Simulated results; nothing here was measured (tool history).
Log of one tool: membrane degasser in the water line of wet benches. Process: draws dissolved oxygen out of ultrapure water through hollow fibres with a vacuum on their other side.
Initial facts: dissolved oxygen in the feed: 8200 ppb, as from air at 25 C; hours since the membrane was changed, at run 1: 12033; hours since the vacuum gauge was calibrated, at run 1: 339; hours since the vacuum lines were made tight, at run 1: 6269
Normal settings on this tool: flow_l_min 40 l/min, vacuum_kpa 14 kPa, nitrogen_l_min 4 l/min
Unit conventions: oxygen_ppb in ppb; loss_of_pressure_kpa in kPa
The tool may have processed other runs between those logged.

run,hour,flow_l_min,vacuum_kpa,nitrogen_l_min,hours since the membrane was changed,hours since the vacuum gauge was calibrated,hours since the vacuum lines were made tight,oxygen_ppb,loss_of_pressure_kpa
1,0,40,14,4,12033,339,6269,284.6,37.34
2,337.2,40,14,4,12370,676,6607,285.2,37.99
3,602.3,40,14,4,12636,941,6872,285.5,37.54
4,847,40,14,4,12880,1186,7116,287.4,37.98
5,1019.2,40,14,4,13052,1358,7289,283.1,37.72
6,1353.2,40,14,6.07,13386,1692,7623,211.1,37.78
7,1513.7,40,17.9,6.07,13547,1853,7783,266.8,38.05
8,1834.8,33,14,4,13868,2174,8104,232.5,31.69
9,2061,40,14,4,14094,2400,8330,287,38.31
10,2212,40,14,4,14245,2551,8481,285.3,38.29
11,2491.1,40,14,4,14524,2830,8761,293.7,37.66
# hour 2610.7: membrane cartridge changed
12,2830.4,45,31.3,4.38,220,3166,9096,679.6,40.11
13,3117,45,31.3,4.38,506,3452,9382,676.5,40.3
14,3345.9,45,31.3,4.38,735,3681,9611,673.7,39.99
15,3638.4,40,18.3,4,1028,3973,9904,373.3,35.66
# hour 3668.8: seals of the vacuum lines changed
16,3883.6,26,9.9,1.9,1271,4217,215,218.4,23.13
17,4033.2,34,11.1,7.88,1420,4366,364,99.9,30.44
18,4327.1,34,11.1,7.88,1714,4660,658,99.8,30.07
19,4509.3,39,12.4,5.25,1897,4842,840,188.6,34.93
# hour 4711.3: vacuum gauge calibrated
20,4774.7,40,15.5,4.97,2161,63,1105,256,35.87
21,4971.9,37,14,4,2359,261,1303,249.5,32.87

4 options for the next run, each taken on its own from the tool as it stands now. Forecast them:
A,5193.3,43,20.7,4,2580,482,1524,?,?
B,5193.3,40,26.5,4,2580,482,1524,?,?
C,5193.3,40,14,7.76,2580,482,1524,?,?
D,5193.3,45,11.4,8.17,2580,482,1524,?,?

run,oxygen_ppb,loss_of_pressure_kpa
A,456.3,38.72
B,546.9,35.93
C,160,35.86
D,149.5,40.32
Had the tool no hidden state, the same runs would have come out as:
run,oxygen_ppb,loss_of_pressure_kpa
A,454.2,38.26
B,545.1,35.5
C,158.3,35.43
D,147,39.84
